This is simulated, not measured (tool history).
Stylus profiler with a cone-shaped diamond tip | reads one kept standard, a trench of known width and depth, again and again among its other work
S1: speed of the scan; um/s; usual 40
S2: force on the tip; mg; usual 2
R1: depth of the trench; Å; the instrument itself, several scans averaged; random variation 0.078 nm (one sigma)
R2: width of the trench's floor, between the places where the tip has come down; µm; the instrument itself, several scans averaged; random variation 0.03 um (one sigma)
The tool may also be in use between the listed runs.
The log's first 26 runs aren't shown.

| run | hour | S1 | S2 | R1 | R2 |
|---|---|---|---|---|---|
| 27 | 1265.5 | 146 | 2.06 | 1011.8 | 97.42 |
| 28 | 1298.8 | 146 | 2.06 | 1011 | 97.47 |
| 29 | 1347.8 | 146 | 2.06 | 1012.3 | 97.43 |
| 30 | 1396.8 | 149 | 2.3 | 1013.1 | 97.49 |
| 31 | 1443 | 24 | 2.02 | 1010.3 | 98.19 |
| 32 | 1499.8 | 24 | 2.02 | 1011.7 | 98.24 |
| 33 | 1538.1 | 48 | 2.14 | 1010.7 | 98.05 |
| 34 | 1582.3 | 25 | 1.06 | 1006 | 98.09 |
| 35 | 1616.6 | 25 | 1.06 | 1005.9 | 98.14 |
| 36 | 1654 | 40 | 1.79 | 1010 | 98.09 |
| 37 | 1693 | 130 | 3.81 | 1016.8 | 97.76 |
| 38 | 1727.4 | 130 | 3.81 | 1017.2 | 97.75 |
| 39 | 1788.5 | 154 | 1.31 | 1007.8 | 97.07 |
| 40 | 1846.2 | 145 | 3.9 | 1018.7 | 97.65 |
| 41 | 1905.1 | 103 | 1.29 | 1005.4 | 97.47 |
| 42 | 1956 | 40 | 3.99 | 1019.6 | 98.12 |
| 43 | 1995.8 | 112 | 1.58 | 1008.9 | 97.5 |

Forecast each of these 3 alternatives for the next run:
| A | 2058 | 96 | 2.07 | ? | ? |
| B | 2058 | 66 | 1.58 | ? | ? |
| C | 2058 | 31 | 2.81 | ? | ? |

| run | R1 | R2 |
|---|---|---|
| A | 1011.2 | 97.7 |
| B | 1008 | 97.9 |
| C | 1016.9 | 98.13 |
Without the tool's hidden state the same runs would have given:
| run | R1 | R2 |
|---|---|---|
| A | 1015.4 | 97.99 |
| B | 1012.1 | 98.19 |
| C | 1021.1 | 98.42 |
